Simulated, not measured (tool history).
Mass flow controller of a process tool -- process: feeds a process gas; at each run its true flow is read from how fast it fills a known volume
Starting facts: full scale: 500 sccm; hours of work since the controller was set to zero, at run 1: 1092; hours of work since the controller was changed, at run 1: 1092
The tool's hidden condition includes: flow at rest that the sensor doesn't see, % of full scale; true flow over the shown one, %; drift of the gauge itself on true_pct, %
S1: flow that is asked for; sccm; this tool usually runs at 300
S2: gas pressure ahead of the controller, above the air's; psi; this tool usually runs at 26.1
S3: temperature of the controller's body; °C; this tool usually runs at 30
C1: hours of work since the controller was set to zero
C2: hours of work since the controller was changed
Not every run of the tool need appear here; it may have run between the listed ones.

run 1 day=0.000 | S1=300 S2=26.1 S3=30 | C1=1092 C2=1092 | true_flow_(%)=99.34
run 2 day=2.038 | S1=300 S2=26.1 S3=30 | C1=1113 C2=1113 | true_flow_(%)=99.53
run 3 day=4.425 | S1=300 S2=26.1 S3=30 | C1=1139 C2=1139 | true_flow_(%)=99.48
run 4 day=7.833 | S1=300 S2=26.1 S3=30 | C1=1175 C2=1175 | true_flow_(%)=99.49
run 5 day=11.229 | S1=300 S2=26.1 S3=30 | C1=1211 C2=1211 | true_flow_(%)=99.56
run 6 day=13.958 | S1=300 S2=26.1 S3=30 | C1=1240 C2=1240 | true_flow_(%)=99.45
run 7 day=15.825 | S1=300 S2=26.1 S3=30 | C1=1260 C2=1260 | true_flow_(%)=99.54
run 8 day=18.338 | S1=300 S2=26.1 S3=30 | C1=1287 C2=1287 | true_flow_(%)=99.59
run 9 day=20.900 | S1=300 S2=26.1 S3=30 | C1=1314 C2=1314 | true_flow_(%)=99.45
run 10 day=22.958 | S1=300 S2=26.1 S3=30 | C1=1336 C2=1336 | true_flow_(%)=99.45
run 11 day=26.404 | S1=300 S2=26.1 S3=30 | C1=1373 C2=1373 | true_flow_(%)=99.51
run 12 day=28.862 | S1=300 S2=26.1 S3=30 | C1=1399 C2=1399 | true_flow_(%)=99.48
run 13 day=31.192 | S1=300 S2=26.1 S3=30 | C1=1424 C2=1424 | true_flow_(%)=99.27
run 14 day=33.562 | S1=300 S2=28.6 S3=30 | C1=1449 C2=1449 | true_flow_(%)=99.49
run 15 day=36.625 | S1=300 S2=26.1 S3=30 | C1=1482 C2=1482 | true_flow_(%)=99.41
run 16 day=39.783 | S1=300 S2=26.1 S3=30 | C1=1515 C2=1515 | true_flow_(%)=99.44
run 17 day=41.946 | S1=67 S2=26.1 S3=30 | C1=1538 C2=1538 | true_flow_(%)=96.91
run 18 day=44.542 | S1=300 S2=26.1 S3=30 | C1=1566 C2=1566 | true_flow_(%)=99.42
run 19 day=46.675 | S1=300 S2=26.1 S3=40 | C1=1589 C2=1589 | true_flow_(%)=100.17
run 20 day=48.654 | S1=300 S2=26.1 S3=40 | C1=1610 C2=1610 | true_flow_(%)=100.21
run 21 day=50.542 | S1=394 S2=30.6 S3=26 | C1=1630 C2=1630 | true_flow_(%)=99.85
run 22 day=52.975 | S1=166 S2=26.1 S3=25 | C1=1656 C2=1656 | true_flow_(%)=98.15
run 23 day=55.483 | S1=361 S2=40.3 S3=32 | C1=1682 C2=1682 | true_flow_(%)=100.53
-- day=55.700 controller's zero set anew
run 24 day=56.983 | S1=342 S2=40.3 S3=23 | C1=14 C2=1698 | true_flow_(%)=99.51
run 25 day=59.983 | S1=342 S2=40.3 S3=23 | C1=46 C2=1730 | true_flow_(%)=99.36
run 26 day=62.146 | S1=342 S2=40.3 S3=23 | C1=69 C2=1753 | true_flow_(%)=99.45
run 27 day=63.588 | S1=342 S2=40.3 S3=23 | C1=84 C2=1769 | true_flow_(%)=99.46
-- day=64.838 controller's zero set anew, once more
run 28 day=66.146 | S1=408 S2=26.1 S3=30 | C1=14 C2=1796 | true_flow_(%)=100.48
run 29 day=69.625 | S1=408 S2=26.1 S3=30 | C1=51 C2=1833 | true_flow_(%)=100.39
run 30 day=71.821 | S1=408 S2=26.1 S3=30 | C1=74 C2=1856 | true_flow_(%)=100.38
run 31 day=73.804 | S1=408 S2=26.1 S3=30 | C1=96 C2=1877 | true_flow_(%)=100.29
run 32 day=77.300 | S1=103 S2=29.2 S3=38 | C1=133 C2=1914 | true_flow_(%)=99.49
run 33 day=78.846 | S1=103 S2=29.2 S3=38 | C1=149 C2=1931 | true_flow_(%)=99.40
run 34 day=82.138 | S1=300 S2=26.1 S3=29 | C1=184 C2=1966 | true_flow_(%)=99.91
run 35 day=83.579 | S1=51 S2=28.3 S3=26 | C1=200 C2=1981 | true_flow_(%)=97.79
run 36 day=86.262 | S1=356 S2=29.3 S3=29 | C1=228 C2=2010 | true_flow_(%)=100.17

Hidden state at the last listed run before each entry between runs and at the first one after, where it differs:
In the gap between runs 23 and 24: controller's zero set anew (day 55.700)
  flow at rest that the sensor doesn't see, % of full scale: -0.233 -> -0.375
  the result without the hidden state subtracted from the measured one, true flow (%): +0.30 -> +0.08
In the gap between runs 27 and 28: controller's zero set anew, once more (day 64.838)
  flow at rest that the sensor doesn't see, % of full scale: -0.384 -> -0.019; true flow over the shown one, %: 0.65 -> 0.66
  the result without the hidden state subtracted from the measured one, true flow (%): +0.09 -> +0.63
